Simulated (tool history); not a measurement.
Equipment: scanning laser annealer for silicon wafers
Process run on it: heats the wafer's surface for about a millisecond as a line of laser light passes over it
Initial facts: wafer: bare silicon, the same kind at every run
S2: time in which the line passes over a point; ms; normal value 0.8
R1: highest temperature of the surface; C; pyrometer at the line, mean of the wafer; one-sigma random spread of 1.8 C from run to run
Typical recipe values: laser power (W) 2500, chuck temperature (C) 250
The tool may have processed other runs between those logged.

run 1 day=0 | laser_power_(W)=2500 S2=0.8 chuck_temperature_(C)=250 | R1=1050
run 2 day=0.238 | laser_power_(W)=2500 S2=0.8 chuck_temperature_(C)=250 | R1=1050
run 3 day=0.608 | laser_power_(W)=2500 S2=0.8 chuck_temperature_(C)=250 | R1=1051
run 4 day=1.004 | laser_power_(W)=2500 S2=0.8 chuck_temperature_(C)=250 | R1=1050
run 5 day=1.338 | laser_power_(W)=2500 S2=0.8 chuck_temperature_(C)=225 | R1=1021
run 6 day=1.788 | laser_power_(W)=2500 S2=0.8 chuck_temperature_(C)=225 | R1=1025
run 7 day=2.192 | laser_power_(W)=2500 S2=0.8 chuck_temperature_(C)=225 | R1=1025
run 8 day=2.629 | laser_power_(W)=2500 S2=0.8 chuck_temperature_(C)=225 | R1=1024
run 9 day=3.042 | laser_power_(W)=2500 S2=0.775 chuck_temperature_(C)=250 | R1=1040
run 10 day=3.312 | laser_power_(W)=2500 S2=0.779 chuck_temperature_(C)=250 | R1=1040
run 11 day=3.621 | laser_power_(W)=2500 S2=0.779 chuck_temperature_(C)=250 | R1=1044
run 12 day=4.029 | laser_power_(W)=2500 S2=0.779 chuck_temperature_(C)=250 | R1=1044
run 13 day=4.454 | laser_power_(W)=2500 S2=0.8 chuck_temperature_(C)=250 | R1=1048
-- day=4.829 window over the wafer cleaned
run 14 day=4.9 | laser_power_(W)=2720 S2=0.8 chuck_temperature_(C)=250 | R1=1146
run 15 day=5.104 | laser_power_(W)=2720 S2=0.8 chuck_temperature_(C)=250 | R1=1148
run 16 day=5.308 | laser_power_(W)=2310 S2=0.8 chuck_temperature_(C)=250 | R1=977
run 17 day=5.521 | laser_power_(W)=2310 S2=0.8 chuck_temperature_(C)=250 | R1=973
run 18 day=5.912 | laser_power_(W)=2310 S2=0.8 chuck_temperature_(C)=250 | R1=977
run 19 day=6.192 | laser_power_(W)=2310 S2=0.8 chuck_temperature_(C)=219 | R1=943
run 20 day=6.517 | laser_power_(W)=2310 S2=0.8 chuck_temperature_(C)=219 | R1=946
run 21 day=6.858 | laser_power_(W)=2500 S2=0.846 chuck_temperature_(C)=250 | R1=1068
run 22 day=7.138 | laser_power_(W)=2500 S2=0.846 chuck_temperature_(C)=275 | R1=1100

Estimate the outcome of run 23 from the log above:
run 23 day=7.371 | laser_power_(W)=2500 S2=0.846 chuck_temperature_(C)=275 | R1=?

Run 23 produced R1 1096 C.
The same run, on a tool lacking any hidden state, would have yielded R1 1097 C.
